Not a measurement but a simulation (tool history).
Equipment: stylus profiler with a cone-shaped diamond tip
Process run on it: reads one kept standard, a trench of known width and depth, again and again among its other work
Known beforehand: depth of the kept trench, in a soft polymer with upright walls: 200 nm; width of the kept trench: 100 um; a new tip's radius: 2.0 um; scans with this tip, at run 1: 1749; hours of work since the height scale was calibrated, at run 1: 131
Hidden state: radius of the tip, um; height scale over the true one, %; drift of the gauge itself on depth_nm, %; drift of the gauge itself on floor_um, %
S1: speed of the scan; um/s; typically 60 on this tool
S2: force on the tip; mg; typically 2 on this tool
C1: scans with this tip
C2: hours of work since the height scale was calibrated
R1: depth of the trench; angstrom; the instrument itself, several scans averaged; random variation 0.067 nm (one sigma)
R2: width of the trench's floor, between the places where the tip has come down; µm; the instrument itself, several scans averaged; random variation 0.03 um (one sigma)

run	hour	S1	S2	C1	C2	R1	R2
1	0	60	2	1749	131	2015.8	97.91
2	11.1	60	2	1863	140	2013.7	97.94
3	21.5	57	2	1970	148	2015.9	97.97
4	31.4	57	2.34	2071	155	2017.3	97.97
5	41.5	60	2	2174	163	2014.2	97.92
6	57.2	34	2	2336	175	2015	98.01
7	67.9	34	2	2445	184	2015.4	98.05
8	85.5	60	1.02	2626	197	2009.6	97.78
9	98.3	60	1.59	2757	207	2013.2	97.86
10	116.2	60	1.61	2940	221	2013.6	97.84
11	127.8	217	3.36	3059	230	2021.3	97.53
12	144.7	217	1.78	3232	243	2015.1	97.31
13	154.3	62	1.04	3331	250	2010	97.74

Below are 3 alternative next runs, each starting from the tool's condition after run 13. Predict each:
A	171.4	217	1	3506	263	?	?
B	171.4	37	5.41	3506	263	?	?
C	171.4	72	2.04	3506	263	?	?

run	R1	R2
A	2010.1	97.06
B	2030.5	97.95
C	2015.4	97.78
With the hidden condition removed and each run's random variation left untouched, the same runs would have given:
run	R1	R2
A	2009.8	97.33
B	2030.1	98.22
C	2015.1	98.05
